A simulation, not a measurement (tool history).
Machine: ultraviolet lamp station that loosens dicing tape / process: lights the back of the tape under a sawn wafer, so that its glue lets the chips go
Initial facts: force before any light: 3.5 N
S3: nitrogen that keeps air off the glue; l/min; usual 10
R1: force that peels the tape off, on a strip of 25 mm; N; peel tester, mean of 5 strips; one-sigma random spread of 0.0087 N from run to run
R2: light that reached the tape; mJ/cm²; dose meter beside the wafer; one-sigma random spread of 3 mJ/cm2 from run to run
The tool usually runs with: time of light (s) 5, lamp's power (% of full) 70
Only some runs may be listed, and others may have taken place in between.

{"run": 1, "hour": 0.0, "time of light (s)": 5, "lamp's power (% of full)": 70, "S3": 10, "R1": 0.43, "R2": 402}
{"run": 2, "hour": 34.7, "time of light (s)": 5, "lamp's power (% of full)": 70, "S3": 10, "R1": 0.426, "R2": 398}
{"run": 3, "hour": 59.0, "time of light (s)": 5, "lamp's power (% of full)": 70, "S3": 10, "R1": 0.438, "R2": 397}
{"run": 4, "hour": 89.3, "time of light (s)": 5, "lamp's power (% of full)": 70, "S3": 10, "R1": 0.441, "R2": 395}
{"run": 5, "hour": 117.5, "time of light (s)": 5, "lamp's power (% of full)": 70, "S3": 10, "R1": 0.429, "R2": 388}
{"run": 6, "hour": 161.0, "time of light (s)": 5, "lamp's power (% of full)": 70, "S3": 10, "R1": 0.45, "R2": 384}
{"run": 7, "hour": 189.8, "time of light (s)": 5, "lamp's power (% of full)": 70, "S3": 10, "R1": 0.434, "R2": 382}
{"run": 8, "hour": 237.3, "time of light (s)": 5, "lamp's power (% of full)": 70, "S3": 10, "R1": 0.462, "R2": 381}
{"run": 9, "hour": 272.6, "time of light (s)": 5, "lamp's power (% of full)": 70, "S3": 10, "R1": 0.473, "R2": 370}
{"run": 10, "hour": 296.7, "time of light (s)": 5, "lamp's power (% of full)": 70, "S3": 12, "R1": 0.405, "R2": 369}
{"run": 11, "hour": 323.5, "time of light (s)": 5, "lamp's power (% of full)": 70, "S3": 12, "R1": 0.43, "R2": 366}
{"run": 12, "hour": 369.3, "time of light (s)": 5, "lamp's power (% of full)": 70, "S3": 12, "R1": 0.437, "R2": 359}
{"run": 13, "hour": 396.2, "time of light (s)": 5, "lamp's power (% of full)": 70, "S3": 15, "R1": 0.403, "R2": 353}
{"run": 14, "hour": 420.6, "time of light (s)": 5, "lamp's power (% of full)": 70, "S3": 15, "R1": 0.408, "R2": 351}
{"run": 15, "hour": 456.2, "time of light (s)": 5, "lamp's power (% of full)": 70, "S3": 15, "R1": 0.419, "R2": 351}
{"run": 16, "hour": 503.8, "time of light (s)": 5, "lamp's power (% of full)": 70, "S3": 10, "R1": 0.501, "R2": 345}
{"hour": 521.7, "done": "window cleaned of glue's vapour"}
{"run": 17, "hour": 542.9, "time of light (s)": 5, "lamp's power (% of full)": 70, "S3": 10, "R1": 0.463, "R2": 391}
{"run": 18, "hour": 575.7, "time of light (s)": 5, "lamp's power (% of full)": 70, "S3": 10, "R1": 0.44, "R2": 382}
{"run": 19, "hour": 595.7, "time of light (s)": 2, "lamp's power (% of full)": 70, "S3": 10, "R1": 1.332, "R2": 156}
{"run": 20, "hour": 624.8, "time of light (s)": 5, "lamp's power (% of full)": 70, "S3": 10, "R1": 0.452, "R2": 381}
{"run": 21, "hour": 659.2, "time of light (s)": 2, "lamp's power (% of full)": 70, "S3": 10, "R1": 1.364, "R2": 147}
{"run": 22, "hour": 681.0, "time of light (s)": 2, "lamp's power (% of full)": 70, "S3": 10, "R1": 1.354, "R2": 150}
{"run": 23, "hour": 701.8, "time of light (s)": 2, "lamp's power (% of full)": 70, "S3": 10, "R1": 1.35, "R2": 153}
{"run": 24, "hour": 738.6, "time of light (s)": 2, "lamp's power (% of full)": 70, "S3": 10, "R1": 1.348, "R2": 147}
{"run": 25, "hour": 775.0, "time of light (s)": 2, "lamp's power (% of full)": 82, "S3": 7, "R1": 1.357, "R2": 168}
{"run": 26, "hour": 819.5, "time of light (s)": 5, "lamp's power (% of full)": 70, "S3": 9, "R1": 0.526, "R2": 362}
{"run": 27, "hour": 864.7, "time of light (s)": 3, "lamp's power (% of full)": 70, "S3": 9, "R1": 1.017, "R2": 211}
{"run": 28, "hour": 900.8, "time of light (s)": 3, "lamp's power (% of full)": 63, "S3": 9, "R1": 1.138, "R2": 184}
{"run": 29, "hour": 926.5, "time of light (s)": 2, "lamp's power (% of full)": 70, "S3": 5, "R1": 1.823, "R2": 139}
{"run": 30, "hour": 948.5, "time of light (s)": 2, "lamp's power (% of full)": 70, "S3": 5, "R1": 1.752, "R2": 136}
{"run": 31, "hour": 987.3, "time of light (s)": 3, "lamp's power (% of full)": 66, "S3": 10, "R1": 1.06, "R2": 192}
{"run": 32, "hour": 1009.2, "time of light (s)": 2, "lamp's power (% of full)": 85, "S3": 15, "R1": 1.098, "R2": 164}
{"run": 33, "hour": 1036.8, "time of light (s)": 6, "lamp's power (% of full)": 73, "S3": 12, "R1": 0.365, "R2": 418}
{"run": 34, "hour": 1084.3, "time of light (s)": 6, "lamp's power (% of full)": 62, "S3": 4, "R1": 0.78, "R2": 350}
{"run": 35, "hour": 1104.9, "time of light (s)": 5, "lamp's power (% of full)": 76, "S3": 4, "R1": 0.809, "R2": 352}
{"run": 36, "hour": 1129.8, "time of light (s)": 5, "lamp's power (% of full)": 70, "S3": 3, "R1": 1.051, "R2": 323}
{"hour": 1144.6, "done": "window cleaned of glue's vapour"}
{"run": 37, "hour": 1154.8, "time of light (s)": 5, "lamp's power (% of full)": 70, "S3": 3, "R1": 0.905, "R2": 360}
{"run": 38, "hour": 1177.8, "time of light (s)": 5, "lamp's power (% of full)": 70, "S3": 3, "R1": 0.893, "R2": 356}
{"run": 39, "hour": 1222.1, "time of light (s)": 6, "lamp's power (% of full)": 70, "S3": 4, "R1": 0.657, "R2": 423}
{"run": 40, "hour": 1242.7, "time of light (s)": 7, "lamp's power (% of full)": 80, "S3": 4, "R1": 0.442, "R2": 562}
{"run": 41, "hour": 1289.8, "time of light (s)": 6, "lamp's power (% of full)": 96, "S3": 13, "R1": 0.26, "R2": 573}
{"run": 42, "hour": 1312.4, "time of light (s)": 2, "lamp's power (% of full)": 70, "S3": 3, "R1": 2.051, "R2": 140}
{"run": 43, "hour": 1349.4, "time of light (s)": 5, "lamp's power (% of full)": 70, "S3": 10, "R1": 0.515, "R2": 340}

Hidden state or all else? Some run-to-run changes of R1, split into what the settings, what came in and random variation would give without the hidden state, and what is left for the hidden state (with any gauge scatter that isn't in both results):
Hidden state present: lamp's light, % of a new lamp's; light that the window lets through, % of a clean one's; drift of the gauge itself on peel_n, %; drift of the gauge itself on dose_mj_cm2, %.
Run 20 -> 21: time of light (s) 5 -> 2. R1 +0.912 N: hidden state +0.139, all else +0.773.
Run 32 -> 33: time of light (s) 2 -> 6, lamp's power (% of full) 85 -> 73, S3 15 -> 12. R1 -0.733 N: hidden state -0.234, all else -0.499.
Run 33 -> 34: lamp's power (% of full) 73 -> 62, S3 12 -> 4. R1 +0.415 N: hidden state +0.180, all else +0.235.
Run 41 -> 42: time of light (s) 6 -> 2, lamp's power (% of full) 96 -> 70, S3 13 -> 3. R1 +1.791 N: hidden state +0.292, all else +1.499.
Run 42 -> 43: time of light (s) 2 -> 5, S3 3 -> 10. R1 -1.536 N: hidden state -0.158, all else -1.378.
